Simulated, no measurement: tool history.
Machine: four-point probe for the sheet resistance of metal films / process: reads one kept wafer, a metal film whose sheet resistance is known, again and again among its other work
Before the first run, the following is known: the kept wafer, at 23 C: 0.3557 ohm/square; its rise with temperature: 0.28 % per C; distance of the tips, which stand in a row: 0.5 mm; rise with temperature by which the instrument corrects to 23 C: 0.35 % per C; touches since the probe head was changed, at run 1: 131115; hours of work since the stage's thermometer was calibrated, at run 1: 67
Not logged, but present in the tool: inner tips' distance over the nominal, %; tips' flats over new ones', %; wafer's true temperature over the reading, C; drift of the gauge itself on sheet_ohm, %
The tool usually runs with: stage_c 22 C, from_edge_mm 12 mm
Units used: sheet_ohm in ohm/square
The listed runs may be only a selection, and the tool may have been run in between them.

run    hour  stage_c  from_edge_mm  touches since the probe head was changed  hours of work since the stage's thermometer was calibrated  sheet_ohm
  1     0.0       22            12                                    131115                                                          67   0.359193
  2    74.0       22            12                                    133421                                                         101   0.359082
  3   208.6       22            12                                    137610                                                         165   0.359479
  4   301.6       22             5                                    140506                                                         209   0.361107
  5   416.5       22             5                                    144086                                                         263   0.361222
  6   476.9       22             5                                    145964                                                         291   0.361347
  7   611.4       22             6                                    150153                                                         354   0.361030
  8   676.9       19             6                                    152193                                                         385   0.361810
  9   744.2       22            12                                    154290                                                         417   0.359960
 10   858.0       22            12                                    157831                                                         471   0.360167
 11   956.9       22            12                                    160913                                                         517   0.360307
     1067.9  -- new probe head fitted
 12  1079.9       22            12                                       374                                                         575   0.356420
 13  1189.9       33            16                                      3799                                                         626   0.353732
 14  1252.1       30            16                                      5737                                                         656   0.354433
 15  1344.0       34            16                                      8598                                                         699   0.353771
 16  1423.6       34            16                                     11076                                                         736   0.353732
 17  1550.8       19            22                                     15036                                                         796   0.357291
     1558.8  -- stage's thermometer calibrated
 18  1676.7       21            16                                     18944                                                          56   0.357090
 19  1816.9       28            11                                     23310                                                         122   0.355797
 20  1962.3       26            11                                     27835                                                         190   0.356524
 21  2094.2       26            10                                     31944                                                         252   0.356768
 22  2212.2       26            10                                     35617                                                         308   0.356923
 23  2326.6       21            34                                     39180                                                         361   0.357815
     2404.7  -- stage's thermometer calibrated, once more
 24  2423.7       21            15                                     42189                                                           9   0.357592

A few steps of sheet_ohm between consecutive runs. Split each: what settings, incoming material and random variation would produce without the hidden state, and what is left over for the hidden state, along with gauge scatter present in only one of the two compared results (measured, and without hidden state):
Run 11 -> 12: new probe head fitted. sheet_ohm -0.003887 ohm/square: hidden state -0.004056, all else +0.000169.
Run 16 -> 17: stage_c 34 -> 19, from_edge_mm 16 -> 22. sheet_ohm +0.003559 ohm/square: hidden state +0.000176, all else +0.003383.
Run 23 -> 24: from_edge_mm 34 -> 15, stage's thermometer calibrated, once more. sheet_ohm -0.000223 ohm/square: hidden state -0.000338, all else +0.000115.
